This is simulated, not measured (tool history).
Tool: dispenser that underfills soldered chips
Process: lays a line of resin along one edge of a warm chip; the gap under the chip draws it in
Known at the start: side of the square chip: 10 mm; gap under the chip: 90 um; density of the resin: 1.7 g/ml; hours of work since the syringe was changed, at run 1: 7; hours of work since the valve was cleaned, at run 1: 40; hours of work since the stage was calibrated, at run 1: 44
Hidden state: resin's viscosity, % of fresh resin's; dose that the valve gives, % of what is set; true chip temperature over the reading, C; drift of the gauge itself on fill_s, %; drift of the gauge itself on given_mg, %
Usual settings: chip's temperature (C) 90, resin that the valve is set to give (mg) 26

run,hour,chip's temperature (C),resin that the valve is set to give (mg),hours of work since the syringe was changed,hours of work since the valve was cleaned,hours of work since the stage was calibrated,time until the resin shows at the far edge (s),resin that the valve gave (mg)
1,0,90,26,7,40,44,75.9,25.2
# hour 3: new syringe of resin
# hour 5.3: dispensing valve cleaned and set on the balance
2,6.2,90,26,2,1,48,48.8,25.77
3,11.6,95,26,6,5,52,55.9,25.98
4,15,104,26,9,8,55,48.2,25.76
# hour 16: new syringe of resin
5,19.9,104,26,3,11,59,29,25.55
6,26.1,90,26,8,16,64,82.3,25.48
# hour 27.9: new syringe of resin
7,31.4,90,26,3,20,68,52.7,25.75
8,34.3,90,25.8,5,23,70,64.8,25.45
9,38.5,90,25.8,8,26,73,84.9,25.07
# hour 39.9: new syringe of resin
10,41.8,90,26,2,28,76,48.1,25.13
11,45.9,90,26,5,32,79,62.5,25.37
# hour 51.8: new syringe of resin
12,51.8,90,26,0,36,83,41.5,25.33
13,57.2,90,26,4,40,88,60.8,25.31
# hour 61.5: dispensing valve cleaned and set on the balance
14,63.2,78,24.4,8,1,92,151.1,24.31
# hour 64.7: new syringe of resin
15,68.6,95,23.7,3,5,96,43.4,23.65
16,72.1,78,24.8,6,8,99,123,24.49
17,75.5,95,27,9,11,101,69.5,26.81
# hour 76.6: new syringe of resin
18,81.7,90,23.1,4,16,106,60.2,22.8
# hour 88.4: new syringe of resin
19,88.6,90,23.1,0,21,111,41.5,22.76
20,94.1,90,23.1,5,25,116,60.7,22.66
21,98.9,90,23.1,8,29,119,86,22.61
# hour 100.3: new syringe of resin
22,103.3,101,24.5,2,32,123,31.6,23.83
23,106.7,85,24.3,5,35,125,81.4,23.54
24,110.3,95,23.7,8,38,128,65,23.18
# hour 112.4: new syringe of resin
25,115.6,98,26,2,42,132,35.9,25.32
# hour 117.6: dispensing valve cleaned and set on the balance
26,122.6,104,26,7,4,137,40.2,25.94

Forecast each of these 4 alternatives for the next run:
# hour 125.2: new syringe of resin
A,127.6,80,23.1,2,8,141,?,?
# hour 125.2: new syringe of resin
B,127.6,102,27.1,2,8,141,?,?
# hour 125.2: new syringe of resin
C,127.6,94,31.5,2,8,141,?,?
# hour 125.2: new syringe of resin
D,127.6,90,32,2,8,141,?,?

run,time until the resin shows at the far edge (s),resin that the valve gave (mg)
A,79.9,22.99
B,27.5,27.08
C,40,31.46
D,48.3,31.8
Without the tool's hidden state the same runs would have given:
run,time until the resin shows at the far edge (s),resin that the valve gave (mg)
A,70.9,23.11
B,24.2,27.22
C,35.5,31.62
D,42.8,31.97

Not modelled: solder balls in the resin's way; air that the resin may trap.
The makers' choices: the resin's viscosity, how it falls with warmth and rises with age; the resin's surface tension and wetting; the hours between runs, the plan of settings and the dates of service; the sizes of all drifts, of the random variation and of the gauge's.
